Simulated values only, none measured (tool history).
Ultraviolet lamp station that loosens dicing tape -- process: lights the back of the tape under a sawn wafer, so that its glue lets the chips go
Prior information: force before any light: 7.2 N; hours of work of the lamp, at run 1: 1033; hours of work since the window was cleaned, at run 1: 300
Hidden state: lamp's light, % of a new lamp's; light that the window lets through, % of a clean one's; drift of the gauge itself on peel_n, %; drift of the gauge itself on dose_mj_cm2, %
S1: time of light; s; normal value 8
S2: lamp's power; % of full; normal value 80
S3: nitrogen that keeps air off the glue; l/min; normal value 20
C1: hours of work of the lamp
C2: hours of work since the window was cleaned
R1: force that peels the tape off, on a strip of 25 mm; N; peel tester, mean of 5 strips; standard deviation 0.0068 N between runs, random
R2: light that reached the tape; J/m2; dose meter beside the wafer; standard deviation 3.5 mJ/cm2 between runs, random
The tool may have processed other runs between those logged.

{"run": 1, "hour": 0.0, "S1": 8, "S2": 80, "S3": 20, "C1": 1033, "C2": 300, "R1": 0.463, "R2": 3820}
{"run": 2, "hour": 22.9, "S1": 8, "S2": 80, "S3": 20, "C1": 1046, "C2": 313, "R1": 0.45, "R2": 3750}
{"run": 3, "hour": 71.3, "S1": 8, "S2": 80, "S3": 7, "C1": 1073, "C2": 340, "R1": 0.789, "R2": 3690}
{"run": 4, "hour": 103.3, "S1": 8, "S2": 80, "S3": 7, "C1": 1090, "C2": 358, "R1": 0.832, "R2": 3620}
{"run": 5, "hour": 134.0, "S1": 8, "S2": 93, "S3": 20, "C1": 1108, "C2": 375, "R1": 0.365, "R2": 4260}
{"run": 6, "hour": 157.0, "S1": 5, "S2": 80, "S3": 20, "C1": 1120, "C2": 388, "R1": 1.212, "R2": 2220}
{"run": 7, "hour": 196.6, "S1": 5, "S2": 80, "S3": 20, "C1": 1142, "C2": 410, "R1": 1.215, "R2": 2210}
{"run": 8, "hour": 245.9, "S1": 7, "S2": 80, "S3": 20, "C1": 1170, "C2": 437, "R1": 0.673, "R2": 3080}
{"run": 9, "hour": 291.1, "S1": 7, "S2": 80, "S3": 20, "C1": 1195, "C2": 462, "R1": 0.703, "R2": 3030}
{"run": 10, "hour": 341.4, "S1": 7, "S2": 80, "S3": 20, "C1": 1223, "C2": 490, "R1": 0.735, "R2": 2960}
{"run": 11, "hour": 390.3, "S1": 7, "S2": 80, "S3": 20, "C1": 1250, "C2": 518, "R1": 0.731, "R2": 2870}
{"run": 12, "hour": 417.5, "S1": 8, "S2": 80, "S3": 20, "C1": 1265, "C2": 533, "R1": 0.564, "R2": 3300}
{"hour": 431.4, "done": "window cleaned of glue's vapour"}
{"run": 13, "hour": 442.0, "S1": 8, "S2": 80, "S3": 20, "C1": 1279, "C2": 6, "R1": 0.488, "R2": 3580}
{"run": 14, "hour": 493.3, "S1": 8, "S2": 80, "S3": 35, "C1": 1307, "C2": 34, "R1": 0.419, "R2": 3500}
{"run": 15, "hour": 517.6, "S1": 8, "S2": 80, "S3": 35, "C1": 1321, "C2": 48, "R1": 0.431, "R2": 3500}
{"run": 16, "hour": 545.6, "S1": 8, "S2": 89, "S3": 35, "C1": 1336, "C2": 64, "R1": 0.359, "R2": 3820}
{"run": 17, "hour": 576.6, "S1": 8, "S2": 89, "S3": 35, "C1": 1354, "C2": 81, "R1": 0.361, "R2": 3780}
{"run": 18, "hour": 625.2, "S1": 8, "S2": 89, "S3": 35, "C1": 1381, "C2": 108, "R1": 0.373, "R2": 3790}
{"run": 19, "hour": 677.6, "S1": 8, "S2": 89, "S3": 35, "C1": 1410, "C2": 137, "R1": 0.376, "R2": 3680}
{"run": 20, "hour": 703.2, "S1": 8, "S2": 80, "S3": 20, "C1": 1424, "C2": 151, "R1": 0.593, "R2": 3280}
{"run": 21, "hour": 742.6, "S1": 8, "S2": 80, "S3": 20, "C1": 1446, "C2": 173, "R1": 0.602, "R2": 3220}
{"run": 22, "hour": 788.3, "S1": 8, "S2": 75, "S3": 30, "C1": 1471, "C2": 199, "R1": 0.619, "R2": 2950}
{"hour": 812.9, "done": "lamp changed"}
{"run": 23, "hour": 815.8, "S1": 5, "S2": 75, "S3": 6, "C1": 2, "C2": 213, "R1": 1.141, "R2": 3130}
{"run": 24, "hour": 844.9, "S1": 5, "S2": 75, "S3": 6, "C1": 18, "C2": 230, "R1": 1.194, "R2": 3120}
{"run": 25, "hour": 873.9, "S1": 8, "S2": 72, "S3": 8, "C1": 34, "C2": 246, "R1": 0.437, "R2": 4720}
{"run": 26, "hour": 908.3, "S1": 8, "S2": 72, "S3": 8, "C1": 53, "C2": 265, "R1": 0.447, "R2": 4740}
{"run": 27, "hour": 934.0, "S1": 8, "S2": 60, "S3": 23, "C1": 67, "C2": 279, "R1": 0.383, "R2": 3940}
{"run": 28, "hour": 963.7, "S1": 4, "S2": 64, "S3": 23, "C1": 84, "C2": 296, "R1": 1.271, "R2": 2080}
{"run": 29, "hour": 1008.1, "S1": 12, "S2": 60, "S3": 39, "C1": 109, "C2": 320, "R1": 0.199, "R2": 5780}
{"run": 30, "hour": 1052.6, "S1": 12, "S2": 60, "S3": 39, "C1": 133, "C2": 345, "R1": 0.216, "R2": 5680}
{"run": 31, "hour": 1092.4, "S1": 12, "S2": 60, "S3": 39, "C1": 156, "C2": 367, "R1": 0.208, "R2": 5710}
{"run": 32, "hour": 1146.2, "S1": 12, "S2": 60, "S3": 7, "C1": 185, "C2": 397, "R1": 0.365, "R2": 5500}
{"run": 33, "hour": 1199.4, "S1": 11, "S2": 60, "S3": 13, "C1": 215, "C2": 427, "R1": 0.325, "R2": 5030}
{"run": 34, "hour": 1229.4, "S1": 8, "S2": 63, "S3": 10, "C1": 232, "C2": 444, "R1": 0.61, "R2": 3800}
{"run": 35, "hour": 1251.6, "S1": 15, "S2": 64, "S3": 7, "C1": 244, "C2": 456, "R1": 0.244, "R2": 7210}
{"run": 36, "hour": 1273.2, "S1": 6, "S2": 99, "S3": 20, "C1": 256, "C2": 468, "R1": 0.334, "R2": 4430}
{"run": 37, "hour": 1295.2, "S1": 8, "S2": 75, "S3": 6, "C1": 268, "C2": 480, "R1": 0.601, "R2": 4370}
{"run": 38, "hour": 1324.2, "S1": 8, "S2": 75, "S3": 6, "C1": 285, "C2": 496, "R1": 0.609, "R2": 4430}
{"run": 39, "hour": 1372.4, "S1": 5, "S2": 93, "S3": 10, "C1": 311, "C2": 523, "R1": 0.798, "R2": 3390}
{"hour": 1404.9, "done": "window cleaned of glue's vapour"}
{"run": 40, "hour": 1420.2, "S1": 13, "S2": 94, "S3": 39, "C1": 338, "C2": 9, "R1": 0.185, "R2": 9780}
{"run": 41, "hour": 1449.8, "S1": 9, "S2": 80, "S3": 33, "C1": 354, "C2": 25, "R1": 0.217, "R2": 5630}
{"run": 42, "hour": 1476.0, "S1": 9, "S2": 83, "S3": 17, "C1": 369, "C2": 40, "R1": 0.241, "R2": 5850}

Consider 3 possible next runs. They are alternatives, not a sequence: every one starts from the tool as it was left by run 42. What does each give?
{"run": "A", "hour": 1518.1, "S1": 6, "S2": 73, "S3": 15, "C1": 392, "C2": 63, "R1": "?", "R2": "?"}
{"run": "B", "hour": 1518.1, "S1": 13, "S2": 71, "S3": 40, "C1": 392, "C2": 63, "R1": "?", "R2": "?"}
{"run": "C", "hour": 1518.1, "S1": 15, "S2": 83, "S3": 37, "C1": 392, "C2": 63, "R1": "?", "R2": "?"}

run=A R1=0.631 R2=3370
run=B R1=0.184 R2=7100
run=C R1=0.18 R2=9620
What these runs would have given with no unlogged condition in the tool:
run=A R1=0.482 R2=3870
run=B R1=0.18 R2=8160
run=C R1=0.179 R2=11050
